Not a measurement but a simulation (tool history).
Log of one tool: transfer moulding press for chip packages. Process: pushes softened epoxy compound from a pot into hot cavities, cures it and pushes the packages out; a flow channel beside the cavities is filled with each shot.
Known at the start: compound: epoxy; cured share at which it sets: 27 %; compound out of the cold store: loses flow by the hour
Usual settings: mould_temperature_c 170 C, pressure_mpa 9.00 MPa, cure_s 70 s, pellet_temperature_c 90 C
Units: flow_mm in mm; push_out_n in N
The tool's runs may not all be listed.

run     day  mould_temperature_c  pressure_mpa  cure_s  pellet_temperature_c  incoming compound's hours out of the cold store  flow_mm  push_out_n
  1   0.000                  170          9.00      70                    90                                             30.0      804        1043
      0.533  -- cavities cleaned with cleaning compound and waxed
      3.258  -- plunger's sealing rings changed
  2   3.529                  170          9.00      70                    90                                             21.0      868        1141
      3.879  -- cavities cleaned with cleaning compound and waxed
      5.942  -- mould's thermocouples calibrated
  3   6.771                  170          9.00      70                    90                                             32.5      827         946
      7.083  -- cavities cleaned with cleaning compound and waxed
  4   9.488                  170          9.00      70                    90                                             14.2      865         970
     10.204  -- cavities cleaned with cleaning compound and waxed
  5  12.500                  170          9.00      70                    90                                             14.1      862         965
     13.408  -- cavities cleaned with cleaning compound and waxed
  6  15.612                  163          8.12      69                    95                                             47.2      751        1513
     16.650  -- cavities cleaned with cleaning compound and waxed, once more
  7  18.904                  170          9.00      82                    94                                             35.1      792         747
     19.954  -- cavities cleaned with cleaning compound and waxed
  8  20.821                  173          9.03      68                    99                                             47.0      761         714
     21.833  -- plunger's sealing rings changed
  9  22.367                  170          9.00      70                    80                                             10.6      882        1007
     23.446  -- cavities cleaned with cleaning compound and waxed
 10  24.738                  169          7.02      68                    92                                             10.7      785        1036

Hidden state or all else? Some run-to-run changes of flow_mm, split into what the settings, what came in and random variation would give without the hidden state, and what is left for the hidden state (with any gauge scatter that isn't in both results):
The hidden state here: true mould temperature over the reading, C; pressure that reaches the compound, % of what is set; grip of the stained cavities, % over clean ones'; drift of the gauge itself on flow_mm, %; drift of the gauge itself on push_out_n, %.
Run 1 -> 2: cavities cleaned with cleaning compound and waxed, plunger's sealing rings changed. flow_mm +64 mm: hidden state +34, all else +30.
Run 8 -> 9: mould_temperature_c 173 -> 170, pressure_mpa 9.03 -> 9.00, cure_s 68 -> 70, pellet_temperature_c 99 -> 80, plunger's sealing rings changed. flow_mm +121 mm: hidden state +32, all else +89.
